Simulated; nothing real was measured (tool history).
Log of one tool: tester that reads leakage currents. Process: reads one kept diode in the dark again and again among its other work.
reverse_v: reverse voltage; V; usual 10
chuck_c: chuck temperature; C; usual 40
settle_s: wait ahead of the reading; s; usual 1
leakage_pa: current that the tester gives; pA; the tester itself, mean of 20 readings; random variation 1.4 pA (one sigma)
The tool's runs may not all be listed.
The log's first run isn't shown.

Run 2, hour 124.3: usual settings. Result: leakage_pa 434.36 pA.
Run 3, hour 212.9: usual settings. Result: leakage_pa 433.17 pA.
Run 4, hour 300.3: usual settings. Result: leakage_pa 432.09 pA.
Run 5, hour 455.2: usual settings but settle_s 4.19 s. Result: leakage_pa 429.33 pA.
Run 6, hour 527.6: usual settings but reverse_v 1.5 V. Result: leakage_pa 157.58 pA.
Run 7, hour 640.1: usual settings but chuck_c 39 C. Result: leakage_pa 398.29 pA.
Run 8, hour 732.5: usual settings but chuck_c 39 C. Result: leakage_pa 399.94 pA.
Run 9, hour 868.9: usual settings but chuck_c 58 C. Result: leakage_pa 1481.72 pA.
At hour 947.5: chuck's temperature calibrated.
Run 10, hour 953.4: usual settings but chuck_c 58 C. Result: leakage_pa 1371.67 pA.
Run 11, hour 1084.1: usual settings but settle_s 0.39 s. Result: leakage_pa 392.38 pA.
Run 12, hour 1172.7: usual settings but settle_s 0.39 s. Result: leakage_pa 394.87 pA.
Run 13, hour 1319.1: usual settings but reverse_v 10.4 V. Result: leakage_pa 395.42 pA.
Run 14, hour 1420.4: usual settings. Result: leakage_pa 385.53 pA.
Run 15, hour 1532: usual settings but settle_s 0.81 s. Result: leakage_pa 385.7 pA.
Run 16, hour 1640.9: usual settings but settle_s 0.81 s. Result: leakage_pa 384.84 pA.
At hour 1673.4: chuck's temperature calibrated, once more.
Run 17, hour 1708.9: usual settings but settle_s 0.81 s. Result: leakage_pa 500.69 pA.
Run 18, hour 1857.3: usual settings but reverse_v 12.4 V, chuck_c 52 C, settle_s 0.81 s. Result: leakage_pa 1284.78 pA.
Run 19, hour 1949.3: usual settings but reverse_v 12.4 V, chuck_c 47 C, settle_s 1.33 s. Result: leakage_pa 909.72 pA.
Run 20, hour 2033.2: usual settings but reverse_v 4.2 V, chuck_c 29 C, settle_s 3.16 s. Result: leakage_pa 139.16 pA.
Run 21, hour 2135.2: usual settings but reverse_v 4.2 V, chuck_c 29 C, settle_s 3.16 s. Result: leakage_pa 138.14 pA.
Run 22, hour 2234.4: usual settings but reverse_v 4.2 V, chuck_c 29 C, settle_s 3.16 s. Result: leakage_pa 138.29 pA.
At hour 2250.6: probe card cleaned and baked.
Run 23, hour 2340.3: usual settings but reverse_v 4.2 V, chuck_c 29 C, settle_s 3.16 s. Result: leakage_pa 128.16 pA.
Run 24, hour 2495.1: usual settings but reverse_v 4.2 V, chuck_c 29 C, settle_s 3.16 s. Result: leakage_pa 127.03 pA.
Run 25, hour 2570.8: usual settings but reverse_v 4.2 V, chuck_c 29 C, settle_s 3.16 s. Result: leakage_pa 127.57 pA.

Run 26 comes next. What will it give?
Run 26, hour 2648.8: usual settings but reverse_v 4.6 V, chuck_c 36 C. Result: leakage_pa ?.

{"run 26": {"leakage_pa": 231.11}}
Without the tool's hidden state the same run would have given leakage_pa 232.11 pA.
